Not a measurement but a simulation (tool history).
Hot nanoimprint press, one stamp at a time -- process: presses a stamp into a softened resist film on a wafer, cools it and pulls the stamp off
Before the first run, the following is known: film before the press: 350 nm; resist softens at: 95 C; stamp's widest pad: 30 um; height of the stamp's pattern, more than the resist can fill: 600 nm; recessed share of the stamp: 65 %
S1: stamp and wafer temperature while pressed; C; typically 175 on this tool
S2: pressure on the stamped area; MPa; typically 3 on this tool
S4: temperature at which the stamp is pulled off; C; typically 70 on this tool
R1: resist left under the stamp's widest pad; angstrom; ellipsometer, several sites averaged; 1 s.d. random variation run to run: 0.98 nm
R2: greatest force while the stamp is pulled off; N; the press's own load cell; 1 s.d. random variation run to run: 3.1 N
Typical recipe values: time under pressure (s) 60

run 1 hour=0 | S1=175 S2=3 time_under_pressure_(s)=60 S4=70 | R1=1471 R2=186
run 2 hour=12.4 | S1=175 S2=3 time_under_pressure_(s)=60 S4=70 | R1=1468 R2=198
run 3 hour=36 | S1=175 S2=3 time_under_pressure_(s)=60 S4=70 | R1=1446 R2=199
run 4 hour=54.6 | S1=175 S2=3.13 time_under_pressure_(s)=60 S4=70 | R1=1443 R2=148
run 5 hour=67.5 | S1=175 S2=3 time_under_pressure_(s)=60 S4=70 | R1=1485 R2=151
run 6 hour=90 | S1=175 S2=3 time_under_pressure_(s)=60 S4=70 | R1=1474 R2=156
run 7 hour=112 | S1=175 S2=4.01 time_under_pressure_(s)=42 S4=70 | R1=1484 R2=157
run 8 hour=135.2 | S1=167 S2=4.08 time_under_pressure_(s)=46 S4=73 | R1=1815 R2=152
run 9 hour=148.9 | S1=178 S2=2.79 time_under_pressure_(s)=103 S4=73 | R1=1126 R2=153
run 10 hour=166.4 | S1=175 S2=2.47 time_under_pressure_(s)=75 S4=68 | R1=1513 R2=179
run 11 hour=191.1 | S1=174 S2=3 time_under_pressure_(s)=83 S4=72 | R1=1346 R2=157
run 12 hour=220.9 | S1=175 S2=1.83 time_under_pressure_(s)=60 S4=70 | R1=1848 R2=171

Not shown here: 1 entry made in the log between runs. Locate each between two listed runs and compare the hidden state at the listed run before it with the hidden state at the listed run after it:
After run 3, before run 4: stamp cleaned and given a new release coat (hour 51.9)
  true temperature over the reading, C: -1.31 -> -1.34; pressure that arrives at the usual setting, %: 99.04 -> 98.99; grip of the stamp's worn release coat, % over a new coat's: 30 -> 0.2
  measured less the result without the state, R1: +61 -> +63 angstrom; R2: +51 -> +6 N
